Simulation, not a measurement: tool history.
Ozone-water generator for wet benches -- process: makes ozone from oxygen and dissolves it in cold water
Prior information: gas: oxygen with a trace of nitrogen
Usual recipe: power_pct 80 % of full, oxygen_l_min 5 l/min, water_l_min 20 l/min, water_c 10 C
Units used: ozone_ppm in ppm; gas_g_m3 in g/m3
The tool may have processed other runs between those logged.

run	hour	power_pct	oxygen_l_min	water_l_min	water_c	ozone_ppm	gas_g_m3
1	0	80	5	20	10	26.6	207.6
2	35.2	80	5	20	10	26.5	205.4
3	60.5	80	5	20	10	26.8	204
4	99.6	86	5	20	10	27.6	213.3
5	132.5	80	5	20	11	26.1	204.9
6	171.8	80	5	20	11	26.2	203.5
7	204.5	80	5	20	11	26.2	203.8
8	224.3	80	5	20	11	25.9	203.3
9	242.2	80	7.39	20	10	27.3	170.6
10	266.7	80	5	20	10	26.2	203.8
# hour 273: contactor cleaned
11	306.8	80	5	20	10	26.2	204.4
12	334.7	80	5	20	10	26.2	206.9
13	371.4	80	5	20	10	26.1	204.2
# hour 388.1: contactor cleaned, once more
14	409.5	80	5	20	10	27	203.5
15	448.4	80	5	15	10	34	203.7
16	487.6	80	5	15	10	33.7	203.3
17	523.8	80	4.91	15	10	34.2	203.5
18	549.2	72	4.69	15	10	32.2	197
19	573.2	72	4.69	15	10	31.7	197.9
20	613.2	45	8.29	28	17	14.5	115.7
21	642.6	45	8.29	28	17	14.6	116.4
22	674.2	45	8.29	28	17	14.5	116.9
23	701.7	47	7.21	31	16	13.6	129
24	733.8	47	7.21	31	16	13.6	128.1
25	756	55	7.21	31	16	14.5	140
26	772.4	66	5	22	10	22.6	184.1
27	797.4	60	5.66	20	10	23.5	165
28	830.5	60	5.66	20	10	23.6	163.1
29	850	80	5	20	12	26.2	201.6
30	866.2	80	5	20	12	26.1	202.2
31	893.6	40	5	20	15	17.4	139
32	918.5	40	5	20	15	17.5	139.9
33	945.1	80	8.84	20	10	28.1	152.2

Forecast each of these 3 alternatives for the next run:
A	974.2	80	7.42	20	10	?	?
B	974.2	83	5	31	16	?	?
C	974.2	80	8.84	20	7	?	?

run	ozone_ppm	gas_g_m3
A	27.9	166.5
B	17.2	206
C	29.3	152.7
What these runs would have given with no unlogged condition in the tool:
run	ozone_ppm	gas_g_m3
A	29.6	175
B	18.2	216.8
C	31	160.5
